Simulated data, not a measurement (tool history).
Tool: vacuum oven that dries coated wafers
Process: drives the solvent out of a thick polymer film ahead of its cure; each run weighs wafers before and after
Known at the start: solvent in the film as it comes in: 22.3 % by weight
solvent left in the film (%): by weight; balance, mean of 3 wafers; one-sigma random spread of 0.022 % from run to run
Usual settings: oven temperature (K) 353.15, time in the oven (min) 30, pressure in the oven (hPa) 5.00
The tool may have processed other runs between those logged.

Run 1, hour 0.0: usual settings. Result: solvent left in the film (%) 2.96.
Run 2, hour 8.1: usual settings. Result: solvent left in the film (%) 3.03.
Run 3, hour 15.3: usual settings. Result: solvent left in the film (%) 2.96.
Run 4, hour 27.8: usual settings. Result: solvent left in the film (%) 2.99.
Run 5, hour 39.0: usual settings. Result: solvent left in the film (%) 3.01.
Run 6, hour 50.9: usual settings. Result: solvent left in the film (%) 3.00.
Run 7, hour 58.4: usual settings. Result: solvent left in the film (%) 2.99.
Run 8, hour 69.0: usual settings. Result: solvent left in the film (%) 3.02.
Run 9, hour 75.2: usual settings but pressure in the oven (hPa) 3.89. Result: solvent left in the film (%) 2.92.
Run 10, hour 85.2: usual settings but pressure in the oven (hPa) 4.20. Result: solvent left in the film (%) 3.00.
Run 11, hour 92.2: usual settings but pressure in the oven (hPa) 9.02. Result: solvent left in the film (%) 3.14.
Run 12, hour 102.5: usual settings but time in the oven (min) 48, pressure in the oven (hPa) 9.02. Result: solvent left in the film (%) 1.25.
Run 13, hour 108.3: usual settings but oven temperature (K) 344.15. Result: solvent left in the film (%) 6.63.
Run 14, hour 120.6: usual settings but oven temperature (K) 344.15. Result: solvent left in the film (%) 6.57.
Run 15, hour 127.9: usual settings. Result: solvent left in the film (%) 3.02.
Run 16, hour 138.7: usual settings. Result: solvent left in the film (%) 2.99.
At hour 141.6: oven's thermocouples calibrated.
Run 17, hour 153.3: usual settings. Result: solvent left in the film (%) 3.15.
Run 18, hour 158.5: usual settings but time in the oven (min) 18. Result: solvent left in the film (%) 6.33.
Run 19, hour 170.4: usual settings but time in the oven (min) 18. Result: solvent left in the film (%) 6.34.
Run 20, hour 179.0: usual settings but time in the oven (min) 43. Result: solvent left in the film (%) 1.60.
Run 21, hour 188.5: usual settings but time in the oven (min) 26. Result: solvent left in the film (%) 4.02.
Run 22, hour 198.3: usual settings but time in the oven (min) 26. Result: solvent left in the film (%) 4.03.
Run 23, hour 205.3: usual settings but time in the oven (min) 52, pressure in the oven (hPa) 2.65. Result: solvent left in the film (%) 0.93.
At hour 215.4: oven's thermocouples calibrated, once more.
Run 24, hour 216.3: usual settings but time in the oven (min) 52, pressure in the oven (hPa) 2.65. Result: solvent left in the film (%) 0.78.
Run 25, hour 228.9: usual settings but oven temperature (K) 351.15, time in the oven (min) 21, pressure in the oven (hPa) 3.30. Result: solvent left in the film (%) 5.67.
Run 26, hour 236.7: usual settings but oven temperature (K) 367.15, time in the oven (min) 44, pressure in the oven (hPa) 9.87. Result: solvent left in the film (%) 0.26.
Run 27, hour 244.7: usual settings but oven temperature (K) 364.15, time in the oven (min) 21, pressure in the oven (hPa) 9.87. Result: solvent left in the film (%) 1.60.
Run 28, hour 255.9: usual settings but oven temperature (K) 365.15, time in the oven (min) 21, pressure in the oven (hPa) 6.17. Result: solvent left in the film (%) 1.27.
Run 29, hour 263.2: usual settings but oven temperature (K) 363.15, time in the oven (min) 17, pressure in the oven (hPa) 17.96. Result: solvent left in the film (%) 2.89.
Run 30, hour 272.8: usual settings but oven temperature (K) 363.15, time in the oven (min) 25, pressure in the oven (hPa) 12.54. Result: solvent left in the film (%) 1.30.
Run 31, hour 282.0: usual settings but oven temperature (K) 365.15, time in the oven (min) 40. Result: solvent left in the film (%) 0.25.
Run 32, hour 289.2: usual settings but oven temperature (K) 340.15, time in the oven (min) 22, pressure in the oven (hPa) 5.95. Result: solvent left in the film (%) 10.09.
Run 33, hour 300.0: usual settings but oven temperature (K) 340.15, time in the oven (min) 22, pressure in the oven (hPa) 6.62. Result: solvent left in the film (%) 10.12.
Run 34, hour 307.9: usual settings but oven temperature (K) 340.15, time in the oven (min) 18, pressure in the oven (hPa) 14.77. Result: solvent left in the film (%) 11.46.
Run 35, hour 314.2: usual settings but oven temperature (K) 340.15, time in the oven (min) 18, pressure in the oven (hPa) 14.77. Result: solvent left in the film (%) 11.43.
Run 36, hour 321.1: usual settings but oven temperature (K) 342.15, pressure in the oven (hPa) 11.51. Result: solvent left in the film (%) 7.45.
Run 37, hour 329.1: usual settings but oven temperature (K) 342.15, pressure in the oven (hPa) 13.79. Result: solvent left in the film (%) 7.56.
Run 38, hour 341.8: usual settings but oven temperature (K) 365.15, time in the oven (min) 49, pressure in the oven (hPa) 13.79. Result: solvent left in the film (%) 0.36.
Run 39, hour 351.1: usual settings but oven temperature (K) 351.15, pressure in the oven (hPa) 10.26. Result: solvent left in the film (%) 3.65.
Run 40, hour 359.2: usual settings but oven temperature (K) 351.15, pressure in the oven (hPa) 10.26. Result: solvent left in the film (%) 3.66.
Run 41, hour 365.9: usual settings but oven temperature (K) 351.15, time in the oven (min) 46, pressure in the oven (hPa) 4.58. Result: solvent left in the film (%) 1.56.
Run 42, hour 374.2: usual settings but oven temperature (K) 344.15, time in the oven (min) 27, pressure in the oven (hPa) 6.83. Result: solvent left in the film (%) 7.11.

Consider 3 possible next runs. They are alternatives, not a sequence: every one starts from the tool as it was left by run 42. What does each give?
Run A, hour 381.2: usual settings but oven temperature (K) 344.15, time in the oven (min) 35, pressure in the oven (hPa) 6.83. Result: solvent left in the film (%) ?.
Run B, hour 381.2: usual settings but oven temperature (K) 341.15, time in the oven (min) 53, pressure in the oven (hPa) 4.51. Result: solvent left in the film (%) ?.
Run C, hour 381.2: usual settings but oven temperature (K) 355.15, time in the oven (min) 24. Result: solvent left in the film (%) ?.

run  solvent left in the film (%)
  A                          5.41
  B                          4.03
  C                          3.37
Had the tool no hidden state, the same runs would have come out as:
run  solvent left in the film (%)
  A                          5.23
  B                          3.86
  C                          3.23
